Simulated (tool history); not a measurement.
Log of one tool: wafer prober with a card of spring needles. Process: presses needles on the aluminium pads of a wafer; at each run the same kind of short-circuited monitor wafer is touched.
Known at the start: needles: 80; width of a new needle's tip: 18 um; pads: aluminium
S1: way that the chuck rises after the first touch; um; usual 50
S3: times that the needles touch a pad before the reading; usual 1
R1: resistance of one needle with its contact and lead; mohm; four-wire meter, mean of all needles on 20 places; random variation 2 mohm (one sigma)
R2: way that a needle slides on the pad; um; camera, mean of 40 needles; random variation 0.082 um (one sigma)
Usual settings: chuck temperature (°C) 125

{"run": 1, "hour": 0.0, "S1": 50, "chuck temperature (°C)": 125, "S3": 1, "R1": 211, "R2": 11.83}
{"hour": 5.4, "done": "tips cleaned on abrasive film"}
{"run": 2, "hour": 13.0, "S1": 50, "chuck temperature (°C)": 125, "S3": 1, "R1": 210, "R2": 12.01}
{"hour": 14.7, "done": "tips cleaned on abrasive film"}
{"hour": 25.0, "done": "tips cleaned on abrasive film"}
{"run": 3, "hour": 27.5, "S1": 50, "chuck temperature (°C)": 125, "S3": 1, "R1": 212, "R2": 11.79}
{"hour": 34.9, "done": "tips cleaned on abrasive film"}
{"run": 4, "hour": 42.6, "S1": 50, "chuck temperature (°C)": 125, "S3": 1, "R1": 212, "R2": 11.92}
{"hour": 44.8, "done": "tips cleaned on abrasive film"}
{"hour": 54.1, "done": "tips cleaned on abrasive film"}
{"hour": 63.5, "done": "tips cleaned on abrasive film"}
{"run": 5, "hour": 67.3, "S1": 69, "chuck temperature (°C)": 125, "S3": 1, "R1": 203, "R2": 16.15}
{"hour": 73.2, "done": "tips cleaned on abrasive film"}
{"run": 6, "hour": 78.4, "S1": 69, "chuck temperature (°C)": 125, "S3": 2, "R1": 205, "R2": 16.49}
{"hour": 82.7, "done": "tips cleaned on abrasive film"}
{"run": 7, "hour": 90.0, "S1": 36, "chuck temperature (°C)": 125, "S3": 1, "R1": 220, "R2": 8.52}
{"hour": 91.8, "done": "tips cleaned on abrasive film"}
{"hour": 100.5, "done": "tips cleaned on abrasive film"}
{"hour": 109.8, "done": "tips cleaned on abrasive film"}
{"run": 8, "hour": 114.6, "S1": 36, "chuck temperature (°C)": 125, "S3": 1, "R1": 221, "R2": 8.62}
{"hour": 118.8, "done": "tips cleaned on abrasive film"}
{"hour": 129.3, "done": "tips cleaned on abrasive film"}
{"hour": 137.9, "done": "tips cleaned on abrasive film"}
{"run": 9, "hour": 138.0, "S1": 58, "chuck temperature (°C)": 52, "S3": 3, "R1": 192, "R2": 13.86}
{"hour": 146.9, "done": "tips cleaned on abrasive film"}
{"run": 10, "hour": 150.8, "S1": 38, "chuck temperature (°C)": 111, "S3": 1, "R1": 215, "R2": 8.91}
{"hour": 155.5, "done": "tips cleaned on abrasive film"}
{"run": 11, "hour": 162.8, "S1": 50, "chuck temperature (°C)": 125, "S3": 2, "R1": 215, "R2": 11.97}
{"hour": 164.4, "done": "tips cleaned on abrasive film"}
{"hour": 173.2, "done": "tips cleaned on abrasive film"}
{"run": 12, "hour": 181.2, "S1": 59, "chuck temperature (°C)": 105, "S3": 3, "R1": 202, "R2": 13.95}
{"hour": 182.5, "done": "tips cleaned on abrasive film"}
{"hour": 191.3, "done": "tips cleaned on abrasive film"}
{"run": 13, "hour": 197.7, "S1": 47, "chuck temperature (°C)": 80, "S3": 2, "R1": 206, "R2": 11.08}
{"hour": 200.4, "done": "tips cleaned on abrasive film"}
{"hour": 209.1, "done": "tips cleaned on abrasive film"}
{"hour": 219.0, "done": "tips cleaned on abrasive film"}
{"run": 14, "hour": 219.3, "S1": 47, "chuck temperature (°C)": 80, "S3": 2, "R1": 203, "R2": 11.28}
{"hour": 228.7, "done": "tips cleaned on abrasive film"}
{"run": 15, "hour": 232.5, "S1": 47, "chuck temperature (°C)": 80, "S3": 2, "R1": 205, "R2": 11.1}
{"hour": 237.9, "done": "tips cleaned on abrasive film"}
{"hour": 247.5, "done": "tips cleaned on abrasive film"}
{"run": 16, "hour": 252.2, "S1": 66, "chuck temperature (°C)": 74, "S3": 3, "R1": 192, "R2": 15.72}

Forecast each of these 4 alternatives for the next run:
{"hour": 256.1, "done": "tips cleaned on abrasive film"}
{"hour": 266.1, "done": "tips cleaned on abrasive film"}
{"run": "A", "hour": 267.3, "S1": 53, "chuck temperature (°C)": 63, "S3": 3, "R1": "?", "R2": "?"}
{"hour": 256.1, "done": "tips cleaned on abrasive film"}
{"hour": 266.1, "done": "tips cleaned on abrasive film"}
{"run": "B", "hour": 267.3, "S1": 32, "chuck temperature (°C)": 66, "S3": 1, "R1": "?", "R2": "?"}
{"hour": 256.1, "done": "tips cleaned on abrasive film"}
{"hour": 266.1, "done": "tips cleaned on abrasive film"}
{"run": "C", "hour": 267.3, "S1": 66, "chuck temperature (°C)": 74, "S3": 3, "R1": "?", "R2": "?"}
{"hour": 256.1, "done": "tips cleaned on abrasive film"}
{"hour": 266.1, "done": "tips cleaned on abrasive film"}
{"run": "D", "hour": 267.3, "S1": 66, "chuck temperature (°C)": 53, "S3": 3, "R1": "?", "R2": "?"}

run=A R1=196 R2=12.62
run=B R1=212 R2=7.60
run=C R1=194 R2=15.60
run=D R1=190 R2=15.76
Without the tool's hidden state the same runs would have given:
run=A R1=196 R2=12.62
run=B R1=212 R2=7.60
run=C R1=194 R2=15.60
run=D R1=190 R2=15.76
